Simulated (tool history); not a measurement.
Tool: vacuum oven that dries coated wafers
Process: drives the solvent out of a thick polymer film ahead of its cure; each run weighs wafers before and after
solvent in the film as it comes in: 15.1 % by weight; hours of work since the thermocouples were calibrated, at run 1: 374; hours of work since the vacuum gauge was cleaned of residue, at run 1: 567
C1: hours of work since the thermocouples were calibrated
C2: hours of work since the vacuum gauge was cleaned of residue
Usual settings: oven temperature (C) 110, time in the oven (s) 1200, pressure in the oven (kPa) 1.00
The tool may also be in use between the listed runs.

Run 1, hour 0.0: usual settings; C1 374; C2 567. Result: solvent left in the film (%) 2.47.
Run 2, hour 35.4: usual settings; C1 399; C2 592. Result: solvent left in the film (%) 2.52.
Run 3, hour 66.6: usual settings; C1 420; C2 613. Result: solvent left in the film (%) 2.50.
Run 4, hour 90.9: usual settings; C1 437; C2 630. Result: solvent left in the film (%) 2.45.
Run 5, hour 108.1: usual settings but pressure in the oven (kPa) 0.77; C1 449; C2 642. Result: solvent left in the film (%) 2.31.
Run 6, hour 125.9: usual settings; C1 461; C2 654. Result: solvent left in the film (%) 2.65.
Run 7, hour 151.4: usual settings; C1 479; C2 672. Result: solvent left in the film (%) 2.50.
Run 8, hour 182.5: usual settings but time in the oven (s) 780; C1 501; C2 694. Result: solvent left in the film (%) 3.87.
Run 9, hour 199.3: usual settings but time in the oven (s) 780; C1 512; C2 705. Result: solvent left in the film (%) 3.90.
Run 10, hour 224.5: usual settings but time in the oven (s) 780; C1 530; C2 723. Result: solvent left in the film (%) 4.00.
Run 11, hour 251.6: usual settings; C1 549; C2 742. Result: solvent left in the film (%) 2.59.
Run 12, hour 290.3: usual settings but pressure in the oven (kPa) 0.76; C1 576; C2 768. Result: solvent left in the film (%) 2.29.
Run 13, hour 326.0: usual settings but pressure in the oven (kPa) 0.76; C1 600; C2 793. Result: solvent left in the film (%) 2.40.
Run 14, hour 358.1: usual settings but time in the oven (s) 720, pressure in the oven (kPa) 0.76; C1 623; C2 815. Result: solvent left in the film (%) 4.01.
Run 15, hour 391.1: usual settings but oven temperature (C) 101; C1 645; C2 838. Result: solvent left in the film (%) 4.65.
Run 16, hour 430.1: usual settings but oven temperature (C) 101; C1 673; C2 865. Result: solvent left in the film (%) 4.72.
Run 17, hour 461.0: usual settings but oven temperature (C) 101; C1 694; C2 887. Result: solvent left in the film (%) 4.72.
Run 18, hour 493.3: usual settings but oven temperature (C) 101; C1 716; C2 909. Result: solvent left in the film (%) 4.68.
Run 19, hour 525.0: usual settings; C1 738; C2 931. Result: solvent left in the film (%) 2.71.
Run 20, hour 559.6: usual settings; C1 762; C2 955. Result: solvent left in the film (%) 2.68.
Run 21, hour 580.7: usual settings; C1 777; C2 970. Result: solvent left in the film (%) 2.75.
Run 22, hour 613.1: usual settings; C1 799; C2 992. Result: solvent left in the film (%) 2.78.
Run 23, hour 637.1: usual settings but pressure in the oven (kPa) 0.59; C1 816; C2 1009. Result: solvent left in the film (%) 2.45.
At hour 641.1: vacuum gauge cleaned of residue and calibrated.
Run 24, hour 677.6: usual settings but pressure in the oven (kPa) 0.59; C1 843; C2 25. Result: solvent left in the film (%) 2.59.
Run 25, hour 703.8: usual settings but oven temperature (C) 117, time in the oven (s) 900, pressure in the oven (kPa) 1.45; C1 861; C2 44. Result: solvent left in the film (%) 2.75.
Run 26, hour 732.8: usual settings but oven temperature (C) 117, time in the oven (s) 600, pressure in the oven (kPa) 1.62; C1 881; C2 64. Result: solvent left in the film (%) 4.13.
Run 27, hour 759.5: usual settings but oven temperature (C) 121, time in the oven (s) 660, pressure in the oven (kPa) 2.59; C1 900; C2 82. Result: solvent left in the film (%) 3.79.
Run 28, hour 785.5: usual settings but oven temperature (C) 100, time in the oven (s) 780; C1 918; C2 100. Result: solvent left in the film (%) 6.81.
Run 29, hour 802.0: usual settings but time in the oven (s) 1320; C1 930; C2 112. Result: solvent left in the film (%) 2.77.
Run 30, hour 834.9: usual settings but oven temperature (C) 100, time in the oven (s) 780, pressure in the oven (kPa) 1.96; C1 952; C2 135. Result: solvent left in the film (%) 7.83.
At hour 853.5: vacuum gauge cleaned of residue and calibrated, once more.
Run 31, hour 855.6: usual settings but oven temperature (C) 100, time in the oven (s) 780, pressure in the oven (kPa) 1.96; C1 966; C2 1. Result: solvent left in the film (%) 7.14.
Run 32, hour 889.4: usual settings but oven temperature (C) 100, time in the oven (s) 780, pressure in the oven (kPa) 1.96; C1 989; C2 25. Result: solvent left in the film (%) 7.29.
Run 33, hour 918.3: usual settings but oven temperature (C) 106, time in the oven (s) 1680, pressure in the oven (kPa) 0.52; C1 1009; C2 45. Result: solvent left in the film (%) 1.56.
Run 34, hour 947.8: usual settings but pressure in the oven (kPa) 1.26; C1 1030; C2 65. Result: solvent left in the film (%) 2.56.
Run 35, hour 964.6: usual settings but pressure in the oven (kPa) 1.29; C1 1041; C2 77. Result: solvent left in the film (%) 2.62.
Run 36, hour 998.9: usual settings but oven temperature (C) 101, time in the oven (s) 1500, pressure in the oven (kPa) 1.33; C1 1065; C2 101. Result: solvent left in the film (%) 4.02.
Run 37, hour 1019.6: usual settings but oven temperature (C) 101, time in the oven (s) 1500, pressure in the oven (kPa) 1.33; C1 1079; C2 115. Result: solvent left in the film (%) 4.04.
At hour 1024.8: oven's thermocouples calibrated.
Run 38, hour 1058.5: usual settings but oven temperature (C) 103, time in the oven (s) 780; C1 23; C2 141. Result: solvent left in the film (%) 5.30.

Forecast run 39:
Run 39, hour 1080.7: usual settings but oven temperature (C) 103, time in the oven (s) 1320, pressure in the oven (kPa) 1.55; C1 39; C2 156. Result: solvent left in the film (%) ?.

Run 39 gave solvent left in the film (%) 3.87.
Without the tool's hidden state the same run would have given solvent left in the film (%) 3.83.

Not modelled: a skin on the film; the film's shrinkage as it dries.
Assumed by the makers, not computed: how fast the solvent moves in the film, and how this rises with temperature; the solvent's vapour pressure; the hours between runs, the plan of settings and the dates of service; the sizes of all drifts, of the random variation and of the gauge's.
